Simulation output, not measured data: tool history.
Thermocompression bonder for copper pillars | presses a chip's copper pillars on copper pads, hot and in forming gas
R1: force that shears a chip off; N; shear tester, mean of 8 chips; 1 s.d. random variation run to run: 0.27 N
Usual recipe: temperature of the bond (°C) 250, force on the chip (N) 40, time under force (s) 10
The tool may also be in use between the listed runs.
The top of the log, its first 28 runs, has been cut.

Run 29, hour 1376.9: usual settings but force on the chip (N) 29. Result: R1 78.6 N.
Run 30, hour 1439.5: usual settings but force on the chip (N) 29, time under force (s) 29. Result: R1 108.2 N.
Run 31, hour 1466.5: usual settings but temperature of the bond (°C) 275, force on the chip (N) 48, time under force (s) 29. Result: R1 145.8 N.
Run 32, hour 1503: usual settings but temperature of the bond (°C) 275, force on the chip (N) 54, time under force (s) 8. Result: R1 122.4 N.
Run 33, hour 1539.5: usual settings but force on the chip (N) 33. Result: R1 85.3 N.
At hour 1595.5: forming gas filter changed.
Run 34, hour 1600.7: usual settings but force on the chip (N) 33. Result: R1 85.2 N.
Run 35, hour 1661: usual settings but temperature of the bond (°C) 238, force on the chip (N) 28, time under force (s) 22. Result: R1 89.3 N.
Run 36, hour 1716.1: usual settings but temperature of the bond (°C) 271, time under force (s) 8. Result: R1 105.7 N.
At hour 1771.8: gauge calibrated.
Run 37, hour 1772.9: usual settings but temperature of the bond (°C) 271, time under force (s) 8. Result: R1 103.8 N.
Run 38, hour 1800.5: usual settings but temperature of the bond (°C) 264, time under force (s) 8. Result: R1 98.7 N.
Run 39, hour 1862.4: usual settings but temperature of the bond (°C) 257, force on the chip (N) 52, time under force (s) 18. Result: R1 128.6 N.

Predict each of these 3 candidate next runs independently; none follows another, all start after run 39:
Run A, hour 1899.7: usual settings but force on the chip (N) 42, time under force (s) 5. Result: R1 ?.
Run B, hour 1899.7: usual settings but temperature of the bond (°C) 225, force on the chip (N) 25, time under force (s) 8. Result: R1 ?.
Run C, hour 1899.7: usual settings but force on the chip (N) 56. Result: R1 ?.

run     R1
  A   77.7
  B     49
  C  111.9
With no hidden state in the tool, these same runs would have given:
run     R1
  A   77.5
  B   48.8
  C  111.6

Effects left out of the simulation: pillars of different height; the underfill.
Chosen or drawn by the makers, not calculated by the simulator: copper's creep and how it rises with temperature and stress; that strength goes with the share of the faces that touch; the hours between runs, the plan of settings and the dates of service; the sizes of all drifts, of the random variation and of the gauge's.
